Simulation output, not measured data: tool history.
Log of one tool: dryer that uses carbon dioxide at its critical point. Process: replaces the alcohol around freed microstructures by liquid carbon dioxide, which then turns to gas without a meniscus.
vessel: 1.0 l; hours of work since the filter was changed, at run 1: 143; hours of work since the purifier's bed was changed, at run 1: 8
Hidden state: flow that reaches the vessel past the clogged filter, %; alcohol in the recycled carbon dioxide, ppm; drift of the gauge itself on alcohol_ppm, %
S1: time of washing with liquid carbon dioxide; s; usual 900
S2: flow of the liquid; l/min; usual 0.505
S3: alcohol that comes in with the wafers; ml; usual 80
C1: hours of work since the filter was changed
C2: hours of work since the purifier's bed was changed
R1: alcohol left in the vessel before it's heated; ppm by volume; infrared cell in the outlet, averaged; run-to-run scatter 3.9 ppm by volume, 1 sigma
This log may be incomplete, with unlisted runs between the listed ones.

run 1 day=0.000 | S1=900 S2=0.505 S3=80 | C1=143 C2=8 | R1=61
run 2 day=0.575 | S1=900 S2=0.505 S3=80 | C1=153 C2=18 | R1=69
run 3 day=1.188 | S1=900 S2=0.505 S3=80 | C1=164 C2=29 | R1=72
run 4 day=1.817 | S1=900 S2=0.505 S3=80 | C1=174 C2=40 | R1=76
run 5 day=2.321 | S1=540 S2=0.505 S3=80 | C1=183 C2=48 | R1=1155
run 6 day=3.304 | S1=540 S2=0.505 S3=80 | C1=200 C2=65 | R1=1190
run 7 day=4.025 | S1=540 S2=0.505 S3=80 | C1=212 C2=78 | R1=1201
run 8 day=4.708 | S1=540 S2=0.505 S3=105 | C1=224 C2=90 | R1=1619
run 9 day=5.271 | S1=540 S2=0.505 S3=105 | C1=234 C2=99 | R1=1609
run 10 day=6.238 | S1=1200 S2=0.505 S3=80 | C1=251 C2=116 | R1=10
run 11 day=6.979 | S1=1200 S2=0.505 S3=80 | C1=264 C2=129 | R1=15
run 12 day=7.979 | S1=1200 S2=0.505 S3=80 | C1=281 C2=146 | R1=21
run 13 day=8.646 | S1=1020 S2=0.505 S3=80 | C1=292 C2=158 | R1=45
run 14 day=9.388 | S1=840 S2=0.676 S3=80 | C1=305 C2=170 | R1=30
run 15 day=10.233 | S1=840 S2=0.676 S3=80 | C1=320 C2=185 | R1=34
run 16 day=10.796 | S1=660 S2=0.719 S3=80 | C1=329 C2=195 | R1=80
run 17 day=11.629 | S1=660 S2=0.719 S3=80 | C1=344 C2=209 | R1=96
run 18 day=12.633 | S1=780 S2=0.505 S3=21 | C1=361 C2=226 | R1=85

Estimate the outcome of run 19 from the log above:
run 19 day=13.108 | S1=780 S2=0.505 S3=21 | C1=369 C2=235 | R1=?

{"run 19": {"R1": 86}}
With the hidden condition absent and the run-to-run variation left alone, this run would have shown R1 39 ppm by volume.
